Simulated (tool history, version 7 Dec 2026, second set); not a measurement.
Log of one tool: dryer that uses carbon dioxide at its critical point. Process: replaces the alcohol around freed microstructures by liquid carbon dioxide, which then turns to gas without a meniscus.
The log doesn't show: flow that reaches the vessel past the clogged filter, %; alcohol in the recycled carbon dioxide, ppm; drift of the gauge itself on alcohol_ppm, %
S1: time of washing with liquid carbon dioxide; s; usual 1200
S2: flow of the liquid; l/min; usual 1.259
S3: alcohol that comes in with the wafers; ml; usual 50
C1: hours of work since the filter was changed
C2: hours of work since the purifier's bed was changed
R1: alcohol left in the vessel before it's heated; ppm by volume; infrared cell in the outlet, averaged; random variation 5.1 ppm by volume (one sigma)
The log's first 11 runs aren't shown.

{"run": 12, "day": 18.367, "S1": 1200, "S2": 1.259, "S3": 50, "C1": 238, "C2": 293, "R1": 156}
{"run": 13, "day": 19.492, "S1": 1200, "S2": 1.259, "S3": 50, "C1": 253, "C2": 308, "R1": 164}
{"run": 14, "day": 21.704, "S1": 1200, "S2": 1.259, "S3": 50, "C1": 284, "C2": 338, "R1": 173}
{"run": 15, "day": 22.671, "S1": 1200, "S2": 1.259, "S3": 50, "C1": 297, "C2": 352, "R1": 185}
{"run": 16, "day": 23.875, "S1": 1200, "S2": 1.259, "S3": 50, "C1": 313, "C2": 368, "R1": 190}
{"run": 17, "day": 25.783, "S1": 1200, "S2": 1.259, "S3": 50, "C1": 339, "C2": 394, "R1": 196}
{"run": 18, "day": 27.629, "S1": 1200, "S2": 1.259, "S3": 50, "C1": 364, "C2": 419, "R1": 217}
{"run": 19, "day": 28.833, "S1": 1440, "S2": 1.259, "S3": 50, "C1": 381, "C2": 436, "R1": 157}
{"run": 20, "day": 30.892, "S1": 1740, "S2": 0.79, "S3": 50, "C1": 409, "C2": 464, "R1": 303}
{"run": 21, "day": 32.621, "S1": 1200, "S2": 1.66, "S3": 47, "C1": 433, "C2": 488, "R1": 155}
{"run": 22, "day": 34.288, "S1": 1500, "S2": 1.04, "S3": 112, "C1": 455, "C2": 510, "R1": 362}
{"run": 23, "day": 36.138, "S1": 960, "S2": 1.04, "S3": 112, "C1": 481, "C2": 536, "R1": 1426}
{"day": 37.167, "done": "inlet filter changed"}
{"run": 24, "day": 38.096, "S1": 960, "S2": 1.04, "S3": 112, "C1": 13, "C2": 562, "R1": 877}
{"run": 25, "day": 39.775, "S1": 960, "S2": 1.04, "S3": 112, "C1": 36, "C2": 585, "R1": 905}
{"run": 26, "day": 41.267, "S1": 1200, "S2": 1.259, "S3": 67, "C1": 56, "C2": 605, "R1": 236}

Run 27 comes next. What will it give?
{"run": 27, "day": 42.917, "S1": 1200, "S2": 1.259, "S3": 50, "C1": 78, "C2": 627, "R1": "?"}

{"run 27": {"R1": 213}}
Without the tool's hidden state the same run would have given R1 35 ppm by volume.
